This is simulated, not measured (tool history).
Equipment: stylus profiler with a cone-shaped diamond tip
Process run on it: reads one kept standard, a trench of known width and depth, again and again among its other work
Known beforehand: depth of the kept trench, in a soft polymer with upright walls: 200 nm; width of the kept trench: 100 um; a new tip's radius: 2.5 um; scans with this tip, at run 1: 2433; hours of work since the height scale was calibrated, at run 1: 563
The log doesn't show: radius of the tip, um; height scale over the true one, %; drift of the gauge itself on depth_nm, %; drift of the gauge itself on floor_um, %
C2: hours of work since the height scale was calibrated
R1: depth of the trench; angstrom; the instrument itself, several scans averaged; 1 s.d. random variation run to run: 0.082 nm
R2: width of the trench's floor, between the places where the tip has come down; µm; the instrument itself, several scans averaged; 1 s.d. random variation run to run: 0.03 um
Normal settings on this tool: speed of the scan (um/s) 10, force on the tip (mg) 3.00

run 1 day=0.000 | speed_of_the_scan_(um/s)=10 force_on_the_tip_(mg)=3.00 | scans_with_this_tip=2433 C2=563 | R1=2035.8 R2=97.63
run 2 day=2.492 | speed_of_the_scan_(um/s)=10 force_on_the_tip_(mg)=3.00 | scans_with_this_tip=2596 C2=600 | R1=2035.7 R2=97.61
run 3 day=5.138 | speed_of_the_scan_(um/s)=10 force_on_the_tip_(mg)=3.00 | scans_with_this_tip=2769 C2=640 | R1=2033.9 R2=97.55
run 4 day=8.154 | speed_of_the_scan_(um/s)=10 force_on_the_tip_(mg)=3.00 | scans_with_this_tip=2967 C2=686 | R1=2034.5 R2=97.53
run 5 day=9.992 | speed_of_the_scan_(um/s)=9 force_on_the_tip_(mg)=3.00 | scans_with_this_tip=3087 C2=714 | R1=2034.3 R2=97.54
run 6 day=11.392 | speed_of_the_scan_(um/s)=9 force_on_the_tip_(mg)=3.00 | scans_with_this_tip=3178 C2=735 | R1=2034.4 R2=97.48
run 7 day=13.367 | speed_of_the_scan_(um/s)=10 force_on_the_tip_(mg)=3.00 | scans_with_this_tip=3308 C2=765 | R1=2032.7 R2=97.50
run 8 day=15.329 | speed_of_the_scan_(um/s)=10 force_on_the_tip_(mg)=3.00 | scans_with_this_tip=3436 C2=795 | R1=2034.1 R2=97.46
run 9 day=18.162 | speed_of_the_scan_(um/s)=10 force_on_the_tip_(mg)=3.00 | scans_with_this_tip=3621 C2=838 | R1=2034.9 R2=97.40
run 10 day=21.429 | speed_of_the_scan_(um/s)=10 force_on_the_tip_(mg)=3.00 | scans_with_this_tip=3835 C2=887 | R1=2033.8 R2=97.34
run 11 day=24.608 | speed_of_the_scan_(um/s)=10 force_on_the_tip_(mg)=3.13 | scans_with_this_tip=4043 C2=935 | R1=2033.1 R2=97.36
run 12 day=27.783 | speed_of_the_scan_(um/s)=10 force_on_the_tip_(mg)=3.13 | scans_with_this_tip=4251 C2=983 | R1=2033.6 R2=97.35
run 13 day=30.558 | speed_of_the_scan_(um/s)=10 force_on_the_tip_(mg)=3.13 | scans_with_this_tip=4432 C2=1025 | R1=2034.5 R2=97.34
run 14 day=33.008 | speed_of_the_scan_(um/s)=10 force_on_the_tip_(mg)=3.13 | scans_with_this_tip=4592 C2=1062 | R1=2033.5 R2=97.31
run 15 day=36.117 | speed_of_the_scan_(um/s)=31 force_on_the_tip_(mg)=3.00 | scans_with_this_tip=4796 C2=1109 | R1=2032.2 R2=97.21
run 16 day=39.379 | speed_of_the_scan_(um/s)=7 force_on_the_tip_(mg)=3.00 | scans_with_this_tip=5009 C2=1159 | R1=2032.0 R2=97.25
run 17 day=41.658 | speed_of_the_scan_(um/s)=13 force_on_the_tip_(mg)=3.00 | scans_with_this_tip=5158 C2=1193 | R1=2032.1 R2=97.23
run 18 day=43.671 | speed_of_the_scan_(um/s)=17 force_on_the_tip_(mg)=3.76 | scans_with_this_tip=5290 C2=1223 | R1=2038.4 R2=97.17
run 19 day=45.233 | speed_of_the_scan_(um/s)=17 force_on_the_tip_(mg)=2.68 | scans_with_this_tip=5392 C2=1247 | R1=2028.0 R2=97.25
run 20 day=47.375 | speed_of_the_scan_(um/s)=17 force_on_the_tip_(mg)=2.68 | scans_with_this_tip=5532 C2=1279 | R1=2028.4 R2=97.10
run 21 day=49.562 | speed_of_the_scan_(um/s)=17 force_on_the_tip_(mg)=1.79 | scans_with_this_tip=5675 C2=1313 | R1=2019.9 R2=97.09
run 22 day=52.242 | speed_of_the_scan_(um/s)=6 force_on_the_tip_(mg)=5.99 | scans_with_this_tip=5851 C2=1353 | R1=2055.5 R2=97.12
run 23 day=55.192 | speed_of_the_scan_(um/s)=11 force_on_the_tip_(mg)=7.21 | scans_with_this_tip=6043 C2=1398 | R1=2060.5 R2=97.09
run 24 day=56.917 | speed_of_the_scan_(um/s)=11 force_on_the_tip_(mg)=7.21 | scans_with_this_tip=6156 C2=1424 | R1=2061.6 R2=97.09
-- day=57.429 height scale calibrated on a step standard
run 25 day=59.321 | speed_of_the_scan_(um/s)=11 force_on_the_tip_(mg)=7.21 | scans_with_this_tip=6312 C2=29 | R1=2067.9 R2=97.06
run 26 day=61.175 | speed_of_the_scan_(um/s)=7 force_on_the_tip_(mg)=4.97 | scans_with_this_tip=6433 C2=57 | R1=2052.3 R2=97.10
run 27 day=63.712 | speed_of_the_scan_(um/s)=10 force_on_the_tip_(mg)=1.70 | scans_with_this_tip=6599 C2=95 | R1=2025.0 R2=96.99
run 28 day=65.921 | speed_of_the_scan_(um/s)=10 force_on_the_tip_(mg)=1.20 | scans_with_this_tip=6744 C2=129 | R1=2019.1 R2=97.01
run 29 day=68.917 | speed_of_the_scan_(um/s)=10 force_on_the_tip_(mg)=2.62 | scans_with_this_tip=6940 C2=174 | R1=2034.0 R2=97.02
run 30 day=71.912 | speed_of_the_scan_(um/s)=10 force_on_the_tip_(mg)=2.62 | scans_with_this_tip=7136 C2=219 | R1=2034.6 R2=96.97
run 31 day=73.975 | speed_of_the_scan_(um/s)=10 force_on_the_tip_(mg)=2.62 | scans_with_this_tip=7271 C2=250 | R1=2035.4 R2=96.91
run 32 day=75.312 | speed_of_the_scan_(um/s)=35 force_on_the_tip_(mg)=3.00 | scans_with_this_tip=7358 C2=271 | R1=2037.4 R2=96.89
run 33 day=77.933 | speed_of_the_scan_(um/s)=15 force_on_the_tip_(mg)=4.76 | scans_with_this_tip=7530 C2=310 | R1=2049.9 R2=96.91
run 34 day=80.296 | speed_of_the_scan_(um/s)=6 force_on_the_tip_(mg)=3.38 | scans_with_this_tip=7684 C2=346 | R1=2041.3 R2=96.91

Alternative continuations, all from the tool just after run 34; predict every row:
run A day=83.000 | speed_of_the_scan_(um/s)=3 force_on_the_tip_(mg)=6.17 | scans_with_this_tip=7861 C2=387 | R1=? R2=?
run B day=83.000 | speed_of_the_scan_(um/s)=2 force_on_the_tip_(mg)=7.80 | scans_with_this_tip=7861 C2=387 | R1=? R2=?
run C day=83.000 | speed_of_the_scan_(um/s)=5 force_on_the_tip_(mg)=5.96 | scans_with_this_tip=7861 C2=387 | R1=? R2=?
run D day=83.000 | speed_of_the_scan_(um/s)=6 force_on_the_tip_(mg)=1.41 | scans_with_this_tip=7861 C2=387 | R1=? R2=?

run=A R1=2059.7 R2=96.91
run=B R1=2069.9 R2=96.88
run=C R1=2058.8 R2=96.92
run=D R1=2021.6 R2=96.89
Take away the tool's hidden state, keep each run's random variation, and the runs would have read:
run=A R1=2061.3 R2=98.05
run=B R1=2071.5 R2=98.02
run=C R1=2060.4 R2=98.05
run=D R1=2023.1 R2=98.03
